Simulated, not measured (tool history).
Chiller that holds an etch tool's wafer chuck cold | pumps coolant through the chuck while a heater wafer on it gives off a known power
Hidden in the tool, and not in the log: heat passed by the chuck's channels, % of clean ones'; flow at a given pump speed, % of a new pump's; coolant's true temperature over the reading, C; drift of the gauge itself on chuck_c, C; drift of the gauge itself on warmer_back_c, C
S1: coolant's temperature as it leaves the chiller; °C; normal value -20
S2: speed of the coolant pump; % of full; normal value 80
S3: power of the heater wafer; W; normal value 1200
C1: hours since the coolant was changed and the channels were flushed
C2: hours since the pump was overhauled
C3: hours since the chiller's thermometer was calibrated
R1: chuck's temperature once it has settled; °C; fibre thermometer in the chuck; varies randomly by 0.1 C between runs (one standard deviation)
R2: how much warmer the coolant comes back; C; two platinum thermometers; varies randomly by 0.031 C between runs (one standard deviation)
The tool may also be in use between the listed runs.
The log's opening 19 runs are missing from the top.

{"run": 20, "hour": 2508.4, "S1": -28, "S2": 74, "S3": 705, "C1": 3180, "C2": 4996, "C3": 2104, "R1": -20.7, "R2": 2.01}
{"run": 21, "hour": 2656.5, "S1": -23, "S2": 83, "S3": 1528, "C1": 3328, "C2": 5144, "C3": 2252, "R1": -8.4, "R2": 3.67}
{"run": 22, "hour": 2782.0, "S1": -20, "S2": 90, "S3": 1153, "C1": 3453, "C2": 5270, "C3": 2377, "R1": -9.6, "R2": 2.61}
{"run": 23, "hour": 2882.1, "S1": -25, "S2": 90, "S3": 1639, "C1": 3553, "C2": 5370, "C3": 2477, "R1": -10.3, "R2": 3.66}
{"run": 24, "hour": 2963.0, "S1": -20, "S2": 74, "S3": 620, "C1": 3634, "C2": 5451, "C3": 2558, "R1": -13.4, "R2": 1.81}
{"run": 25, "hour": 3059.1, "S1": -15, "S2": 80, "S3": 713, "C1": 3730, "C2": 5547, "C3": 2654, "R1": -7.8, "R2": 1.91}
{"run": 26, "hour": 3179.6, "S1": -13, "S2": 80, "S3": 840, "C1": 3851, "C2": 5667, "C3": 2775, "R1": -4.9, "R2": 2.22}
{"run": 27, "hour": 3308.1, "S1": -29, "S2": 80, "S3": 1039, "C1": 3979, "C2": 5796, "C3": 2903, "R1": -18.6, "R2": 2.74}
{"run": 28, "hour": 3409.1, "S1": -20, "S2": 61, "S3": 635, "C1": 4080, "C2": 5897, "C3": 3004, "R1": -12.3, "R2": 2.17}
{"run": 29, "hour": 3510.0, "S1": -20, "S2": 61, "S3": 635, "C1": 4181, "C2": 5998, "C3": 3105, "R1": -12.1, "R2": 2.21}
{"run": 30, "hour": 3617.2, "S1": -20, "S2": 80, "S3": 644, "C1": 4289, "C2": 6105, "C3": 3212, "R1": -13.7, "R2": 1.8}
{"run": 31, "hour": 3695.2, "S1": -16, "S2": 75, "S3": 1317, "C1": 4367, "C2": 6183, "C3": 3290, "R1": -2.3, "R2": 3.62}

What if the next run were any one of these 3? Each begins from the tool's condition after run 31:
{"run": "A", "hour": 3783.3, "S1": -16, "S2": 69, "S3": 673, "C1": 4455, "C2": 6271, "C3": 3379, "R1": "?", "R2": "?"}
{"run": "B", "hour": 3783.3, "S1": -16, "S2": 92, "S3": 1563, "C1": 4455, "C2": 6271, "C3": 3379, "R1": "?", "R2": "?"}
{"run": "C", "hour": 3783.3, "S1": -20, "S2": 73, "S3": 1200, "C1": 4455, "C2": 6271, "C3": 3379, "R1": "?", "R2": "?"}

run=A R1=-8.5 R2=2.18
run=B R1=-2.3 R2=3.48
run=C R1=-7.3 R2=3.4
What these runs would have given with no unlogged condition in the tool:
run=A R1=-8.5 R2=1.9
run=B R1=-2.3 R2=3.19
run=C R1=-7.3 R2=3.11

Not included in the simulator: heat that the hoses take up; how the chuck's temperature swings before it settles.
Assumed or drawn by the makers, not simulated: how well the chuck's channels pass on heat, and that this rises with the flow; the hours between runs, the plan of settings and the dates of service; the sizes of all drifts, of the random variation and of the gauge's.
